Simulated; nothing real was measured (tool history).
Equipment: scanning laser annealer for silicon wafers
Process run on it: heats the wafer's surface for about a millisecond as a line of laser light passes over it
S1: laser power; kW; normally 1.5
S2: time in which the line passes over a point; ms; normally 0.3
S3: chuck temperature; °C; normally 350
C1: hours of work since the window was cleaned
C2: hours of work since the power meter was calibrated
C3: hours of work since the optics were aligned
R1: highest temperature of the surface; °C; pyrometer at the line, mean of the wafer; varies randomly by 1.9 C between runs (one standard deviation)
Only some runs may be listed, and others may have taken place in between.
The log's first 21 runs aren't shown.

run 22 hour=827.2 | S1=1.5 S2=0.3 S3=377 | C1=169 C2=1693 C3=295 | R1=1116
run 23 hour=874.2 | S1=1.5 S2=0.223 S3=350 | C1=206 C2=1730 C3=332 | R1=970
run 24 hour=904.1 | S1=1.434 S2=0.378 S3=380 | C1=230 C2=1754 C3=356 | R1=1180
run 25 hour=948.7 | S1=1.588 S2=0.251 S3=380 | C1=265 C2=1789 C3=391 | R1=1079
run 26 hour=996.1 | S1=1.5 S2=0.242 S3=337 | C1=303 C2=1827 C3=429 | R1=978
run 27 hour=1021.9 | S1=1.413 S2=0.329 S3=334 | C1=324 C2=1847 C3=449 | R1=1055
run 28 hour=1053.5 | S1=1.413 S2=0.329 S3=334 | C1=349 C2=1872 C3=474 | R1=1052
run 29 hour=1100.6 | S1=1.623 S2=0.25 S3=374 | C1=386 C2=1910 C3=512 | R1=1082
run 30 hour=1134.5 | S1=1.584 S2=0.25 S3=374 | C1=413 C2=1937 C3=539 | R1=1060
run 31 hour=1180.1 | S1=1.523 S2=0.3 S3=355 | C1=449 C2=1973 C3=575 | R1=1082
run 32 hour=1212.5 | S1=1.439 S2=0.229 S3=334 | C1=475 C2=1999 C3=601 | R1=921
run 33 hour=1242.1 | S1=1.439 S2=0.252 S3=334 | C1=499 C2=2022 C3=624 | R1=954
run 34 hour=1284.7 | S1=1.488 S2=0.276 S3=328 | C1=532 C2=2056 C3=658 | R1=1000
-- hour=1316.1 window over the wafer cleaned
run 35 hour=1324.8 | S1=1.488 S2=0.276 S3=328 | C1=7 C2=2086 C3=688 | R1=1035
run 36 hour=1360.9 | S1=1.399 S2=0.3 S3=350 | C1=36 C2=2115 C3=717 | R1=1042
run 37 hour=1385.4 | S1=1.515 S2=0.26 S3=386 | C1=55 C2=2135 C3=737 | R1=1077
run 38 hour=1423.2 | S1=1.515 S2=0.26 S3=386 | C1=85 C2=2165 C3=767 | R1=1075
run 39 hour=1469.6 | S1=1.53 S2=0.3 S3=339 | C1=122 C2=2202 C3=803 | R1=1087
run 40 hour=1513.9 | S1=1.444 S2=0.255 S3=313 | C1=157 C2=2237 C3=839 | R1=958
run 41 hour=1557.8 | S1=1.399 S2=0.3 S3=350 | C1=192 C2=2272 C3=873 | R1=1034

Here are 3 independent what-if runs from the current tool condition. What would each one return?
run A hour=1613.1 | S1=1.394 S2=0.276 S3=350 | C1=236 C2=2315 C3=917 | R1=?
run B hour=1613.1 | S1=1.465 S2=0.371 S3=350 | C1=236 C2=2315 C3=917 | R1=?
run C hour=1613.1 | S1=1.399 S2=0.3 S3=334 | C1=236 C2=2315 C3=917 | R1=?

run=A R1=992
run=B R1=1152
run=C R1=1013
With the hidden condition removed and each run's random variation left untouched, the same runs would have given:
run=A R1=1012
run=B R1=1177
run=C R1=1034

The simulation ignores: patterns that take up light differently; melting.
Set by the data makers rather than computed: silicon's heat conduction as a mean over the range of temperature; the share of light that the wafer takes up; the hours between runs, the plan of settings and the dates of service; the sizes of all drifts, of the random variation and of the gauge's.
